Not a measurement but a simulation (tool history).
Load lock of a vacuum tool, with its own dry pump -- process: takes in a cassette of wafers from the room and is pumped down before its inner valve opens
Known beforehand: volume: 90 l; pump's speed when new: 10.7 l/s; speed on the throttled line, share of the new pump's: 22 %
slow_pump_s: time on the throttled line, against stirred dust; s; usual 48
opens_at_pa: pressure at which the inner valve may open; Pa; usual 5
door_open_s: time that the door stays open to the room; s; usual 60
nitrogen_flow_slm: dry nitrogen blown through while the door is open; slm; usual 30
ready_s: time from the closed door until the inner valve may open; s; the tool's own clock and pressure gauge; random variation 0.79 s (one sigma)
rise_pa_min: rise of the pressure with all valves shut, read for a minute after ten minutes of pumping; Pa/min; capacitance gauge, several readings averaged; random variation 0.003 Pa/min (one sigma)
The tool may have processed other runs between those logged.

| run | hour | slow_pump_s | opens_at_pa | door_open_s | nitrogen_flow_slm | incoming humidity of the room's air, % | ready_s | rise_pa_min |
|---|---|---|---|---|---|---|---|---|
| 1 | 0 | 48 | 5 | 60 | 30 | 44.6 | 133 | 0.194 |
| 2 | 146.2 | 48 | 5 | 60 | 30 | 41.4 | 131.9 | 0.192 |
| 3 | 255.8 | 48 | 5 | 60 | 30 | 44.2 | 133.4 | 0.196 |
| 4 | 328.8 | 48 | 5 | 60 | 30 | 46.5 | 132.7 | 0.196 |
| 5 | 438.4 | 48 | 5 | 60 | 30 | 44.3 | 133.3 | 0.201 |
| 6 | 597.9 | 48 | 5 | 47 | 30 | 44.9 | 133.6 | 0.199 |
| 7 | 725.8 | 48 | 5 | 47 | 30 | 45.3 | 134.6 | 0.21 |
| 8 | 803.2 | 48 | 5 | 47 | 30 | 48.5 | 132.6 | 0.217 |
| 9 | 928.3 | 48 | 5 | 60 | 7 | 42.4 | 135.1 | 0.237 |
| 10 | 1028.7 | 48 | 5 | 60 | 7 | 44 | 135.1 | 0.232 |
| 11 | 1194.9 | 48 | 5 | 60 | 30 | 44.5 | 135.5 | 0.224 |
| 12 | 1365.8 | 29 | 5 | 60 | 30 | 43.9 | 121.9 | 0.242 |
| 13 | 1506.9 | 29 | 5 | 60 | 30 | 42.1 | 122.3 | 0.25 |
| 14 | 1635.5 | 48 | 5 | 60 | 30 | 45.4 | 137.5 | 0.248 |
| 15 | 1716.4 | 48 | 5 | 60 | 30 | 45.5 | 136.1 | 0.25 |
| 16 | 1858.6 | 48 | 5 | 162 | 30 | 46.7 | 136.4 | 0.265 |
| 17 | 2022 | 48 | 5 | 162 | 30 | 45.7 | 138.4 | 0.271 |
| 18 | 2166.4 | 48 | 5 | 162 | 21 | 45.8 | 136.5 | 0.285 |
| 19 | 2301.3 | 48 | 5 | 162 | 21 | 44.7 | 137.7 | 0.288 |
| 20 | 2469.3 | 48 | 8 | 65 | 30 | 45 | 133.2 | 0.279 |
| 21 | 2565.5 | 48 | 6 | 60 | 28 | 43.9 | 135.3 | 0.283 |
| 22 | 2715.2 | 48 | 6 | 60 | 28 | 42.4 | 136 | 0.287 |
| 23 | 2855.9 | 48 | 6 | 60 | 28 | 45 | 137.1 | 0.297 |
| 24 | 3030.3 | 84 | 6 | 60 | 28 | 42.7 | 163.9 | 0.293 |
| 25 | 3183.1 | 84 | 6 | 60 | 28 | 45.2 | 163.6 | 0.321 |
| 26 | 3272.9 | 56 | 10 | 74 | 10 | 40.2 | 138.2 | 0.324 |
| 27 | 3439.6 | 83 | 10 | 59 | 32 | 47.5 | 158.3 | 0.324 |
| 28 | 3591.6 | 48 | 5 | 223 | 29 | 48.2 | 139.5 | 0.347 |
| 29 | 3732.7 | 48 | 5 | 223 | 29 | 42.9 | 142.6 | 0.344 |
| 30 | 3871.9 | 48 | 5 | 55 | 5 | 44.3 | 143.2 | 0.351 |
| 31 | 3947.5 | 48 | 5 | 148 | 30 | 47.8 | 141.9 | 0.35 |
| 32 | 4079.1 | 48 | 5 | 148 | 30 | 44.5 | 141.9 | 0.36 |
| 33 | 4189.5 | 82 | 5 | 60 | 30 | 45.9 | 166.9 | 0.353 |
| 34 | 4301.6 | 82 | 5 | 60 | 30 | 45 | 167.6 | 0.356 |
| 35 | 4415.6 | 82 | 5 | 60 | 30 | 45.7 | 169.2 | 0.363 |
| 36 | 4543.3 | 82 | 5 | 60 | 30 | 46.1 | 167.9 | 0.363 |
| 37 | 4665.3 | 77 | 5 | 35 | 30 | 43.3 | 167.5 | 0.376 |
| 38 | 4747.1 | 77 | 5 | 35 | 30 | 47.9 | 144.4 | 0.382 |

Withheld: 1 entry from between the runs. Position of each, and hidden state at the listed run before versus the listed run after:
Logged between run 37 and run 38: dry pump taken out, an overhauled one fitted (hour 4686.9)
  pump's speed, % of a new pump's: 76.9 -> 100.4; leak at the door's seal, Pa l/s: 0.5251 -> 0.531
  difference, measured minus the result without the unlogged condition, ready_s: +21 -> -0.3 s; rise_pa_min: +0.351 -> +0.361 Pa/min

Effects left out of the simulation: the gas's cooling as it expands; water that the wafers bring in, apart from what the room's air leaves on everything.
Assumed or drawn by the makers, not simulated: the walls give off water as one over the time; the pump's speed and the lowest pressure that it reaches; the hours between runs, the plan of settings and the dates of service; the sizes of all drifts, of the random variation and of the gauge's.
